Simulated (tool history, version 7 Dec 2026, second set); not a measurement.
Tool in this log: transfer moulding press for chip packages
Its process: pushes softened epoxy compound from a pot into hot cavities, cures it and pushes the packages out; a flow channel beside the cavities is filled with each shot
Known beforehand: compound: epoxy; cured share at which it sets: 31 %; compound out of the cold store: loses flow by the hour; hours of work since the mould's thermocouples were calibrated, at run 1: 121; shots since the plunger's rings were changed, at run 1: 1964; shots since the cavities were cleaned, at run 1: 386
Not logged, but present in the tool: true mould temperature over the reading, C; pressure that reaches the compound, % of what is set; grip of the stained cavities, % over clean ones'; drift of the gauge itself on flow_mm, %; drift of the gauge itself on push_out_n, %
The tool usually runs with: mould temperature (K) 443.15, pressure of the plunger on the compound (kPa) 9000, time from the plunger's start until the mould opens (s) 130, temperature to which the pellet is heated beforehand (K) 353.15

| run | hour | mould temperature (K) | pressure of the plunger on the compound (kPa) | time from the plunger's start until the mould opens (s) | temperature to which the pellet is heated beforehand (K) | hours of work since the mould's thermocouples were calibrated | shots since the plunger's rings were changed | shots since the cavities were cleaned | incoming compound's hours out of the cold store | length that the compound runs in the flow channel (mm) | greatest force on the pins that push the packages out (N) |
|---|---|---|---|---|---|---|---|---|---|---|---|
| 1 | 0.0 | 443.15 | 9000 | 130 | 353.15 | 121 | 1964 | 386 | 19.6 | 640 | 254 |
| 2 | 8.9 | 443.15 | 9000 | 130 | 353.15 | 126 | 2038 | 460 | 8.8 | 662 | 261 |
|  | 17.6 | cavities cleaned with cleaning compound and waxed |
| 3 | 19.4 | 443.15 | 9000 | 130 | 353.15 | 131 | 2113 | 15 | 13.6 | 651 | 277 |
| 4 | 27.9 | 443.15 | 9000 | 130 | 353.15 | 135 | 2184 | 86 | 31.6 | 615 | 279 |
| 5 | 34.5 | 443.15 | 9000 | 130 | 353.15 | 139 | 2238 | 140 | 34.8 | 607 | 279 |
| 6 | 41.8 | 443.15 | 9000 | 130 | 353.15 | 143 | 2299 | 201 | 24.1 | 633 | 285 |

Expected results for the next run?
| 7 | 50.5 | 443.15 | 9000 | 130 | 353.15 | 148 | 2371 | 273 | 18.3 | ? | ? |

{"run 7": {"length that the compound runs in the flow channel (mm)": 638, "greatest force on the pins that push the packages out (N)": 311}}
Had the tool carried no hidden state, the very same run would have given length that the compound runs in the flow channel (mm) 654, greatest force on the pins that push the packages out (N) 188.

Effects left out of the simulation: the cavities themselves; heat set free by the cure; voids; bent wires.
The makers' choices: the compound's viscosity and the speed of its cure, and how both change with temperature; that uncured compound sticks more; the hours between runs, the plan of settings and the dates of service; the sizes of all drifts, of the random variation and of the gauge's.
